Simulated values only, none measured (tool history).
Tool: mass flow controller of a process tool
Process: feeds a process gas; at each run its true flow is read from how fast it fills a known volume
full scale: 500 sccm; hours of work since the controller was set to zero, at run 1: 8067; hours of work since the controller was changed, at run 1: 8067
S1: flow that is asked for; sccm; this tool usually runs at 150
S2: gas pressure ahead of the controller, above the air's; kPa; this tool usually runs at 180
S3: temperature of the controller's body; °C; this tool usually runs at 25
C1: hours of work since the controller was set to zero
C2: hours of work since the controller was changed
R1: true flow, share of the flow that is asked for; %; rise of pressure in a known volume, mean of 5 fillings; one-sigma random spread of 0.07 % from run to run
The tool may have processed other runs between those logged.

run	hour	S1	S2	S3	C1	C2	R1
1	0.0	150	180	25	8067	8067	97.43
# hour 145.0: controller's zero set anew
2	203.0	150	180	25	31	8175	97.09
3	487.8	150	180	25	184	8328	96.92
4	744.6	150	180	21	322	8466	97.00
5	1049.0	150	180	25	485	8629	96.88
6	1322.2	150	180	25	632	8776	96.84
7	1505.6	150	147	25	730	8874	96.66
# hour 1781.5: controller's zero set anew, once more
8	1860.3	150	147	25	42	9064	100.98
9	2134.1	150	147	25	189	9211	100.78
10	2460.5	78	147	25	364	9386	100.36
11	2767.7	78	147	25	529	9551	100.31
12	3030.5	78	147	25	670	9692	100.18
13	3360.9	78	147	25	847	9869	100.16
14	3654.8	78	147	25	1005	10027	100.12
15	3921.0	78	147	25	1148	10170	100.00
16	4227.8	243	180	25	1312	10334	101.74
17	4585.9	243	180	25	1505	10526	101.68
18	4817.9	243	180	25	1629	10651	101.74
19	5086.5	243	180	25	1773	10795	101.81
20	5301.4	200	272	25	1888	10910	102.04
21	5595.0	61	174	36	2046	11068	98.99
22	5836.4	150	180	25	2175	11197	101.02
23	6161.2	344	167	25	2350	11372	102.44
24	6327.3	344	167	25	2439	11461	102.56
25	6578.5	344	167	25	2574	11595	102.36
26	6829.9	344	167	25	2709	11730	102.48
27	7179.6	54	240	35	2896	11918	98.31
28	7533.2	92	240	35	3086	12108	99.75
29	7859.9	98	147	39	3261	12283	99.28
30	8152.6	169	146	25	3418	12440	101.04
31	8470.3	147	150	28	3589	12610	100.48
32	8725.4	147	150	28	3725	12747	100.66
33	8902.1	147	150	28	3820	12842	100.57
34	9146.3	147	150	28	3951	12973	100.56
35	9495.2	68	192	36	4138	13160	98.06
36	9800.6	57	151	30	4302	13324	97.07

Alternative continuations, all from the tool just after run 36; predict every row:
A	10099.5	60	180	33	4463	13484	?
B	10099.5	100	151	20	4463	13484	?
C	10099.5	464	141	30	4463	13484	?

run	R1
A	97.29
B	99.66
C	103.08
Without the tool's hidden state the same runs would have given:
run	R1
A	97.62
B	98.09
C	99.29

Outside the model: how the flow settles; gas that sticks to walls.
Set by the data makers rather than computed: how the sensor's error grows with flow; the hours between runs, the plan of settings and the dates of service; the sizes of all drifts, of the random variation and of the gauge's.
